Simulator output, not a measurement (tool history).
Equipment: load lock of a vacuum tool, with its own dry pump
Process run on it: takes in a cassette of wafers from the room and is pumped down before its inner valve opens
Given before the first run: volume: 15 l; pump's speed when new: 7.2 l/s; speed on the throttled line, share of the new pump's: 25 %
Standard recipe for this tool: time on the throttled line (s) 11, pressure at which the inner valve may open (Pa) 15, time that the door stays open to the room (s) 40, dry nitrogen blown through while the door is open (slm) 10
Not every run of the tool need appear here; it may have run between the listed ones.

run	hour	time on the throttled line (s)	pressure at which the inner valve may open (Pa)	time that the door stays open to the room (s)	dry nitrogen blown through while the door is open (slm)	incoming humidity of the room's air, %	time from the closed door until the inner valve may open (s)	rise of the pressure with all valves shut (Pa/min)
1	0.0	11	15	40	10	46.4	27.1	0.044
2	246.0	11	15	89	10	41.7	26.4	0.049
3	420.1	11	13	89	10	45.7	27.0	0.053
4	720.8	11	13	89	10	42.1	27.2	0.053
5	920.9	11	13	89	10	45.8	27.2	0.054
6	1107.2	11	15	40	10	43.0	26.8	0.042
7	1359.2	11	15	40	10	42.9	26.8	0.040
# hour 1387.8: door's seal changed, seat wiped
8	1563.0	11	15	40	10	39.8	26.9	0.039
9	1879.6	11	15	40	10	42.6	26.5	0.038
10	2213.3	11	15	40	10	41.3	26.2	0.039
11	2418.7	11	15	40	10	46.4	27.0	0.045
12	2754.5	11	15	40	10	45.3	26.8	0.040
13	2997.9	11	15	40	10	46.9	27.4	0.043
14	3165.2	11	15	40	10	41.5	27.4	0.044
15	3355.1	11	15	40	10	45.6	26.2	0.044
16	3509.3	11	24	40	18	44.5	26.1	0.035
17	3779.9	16	22	40	14	44.2	29.6	0.037
18	3999.5	16	22	40	14	43.1	29.8	0.041
19	4267.1	16	22	40	23	40.9	29.8	0.028
20	4555.7	7	15	198	7	47.1	23.9	0.075
21	4697.7	9	29	44	21	51.7	24.0	0.041
22	5031.2	9	29	44	21	42.9	23.7	0.027

Run 23, settings as shown, results not yet in. Your forecast:
23	5238.9	8	29	42	21	42.9	?	?

Logged for run 23: time from the closed door until the inner valve may open (s) 23.2, rise of the pressure with all valves shut (Pa/min) 0.035.
If the tool had no hidden condition, the same run with the same run-to-run variation would have returned time from the closed door until the inner valve may open (s) 23.2, rise of the pressure with all valves shut (Pa/min) 0.035.

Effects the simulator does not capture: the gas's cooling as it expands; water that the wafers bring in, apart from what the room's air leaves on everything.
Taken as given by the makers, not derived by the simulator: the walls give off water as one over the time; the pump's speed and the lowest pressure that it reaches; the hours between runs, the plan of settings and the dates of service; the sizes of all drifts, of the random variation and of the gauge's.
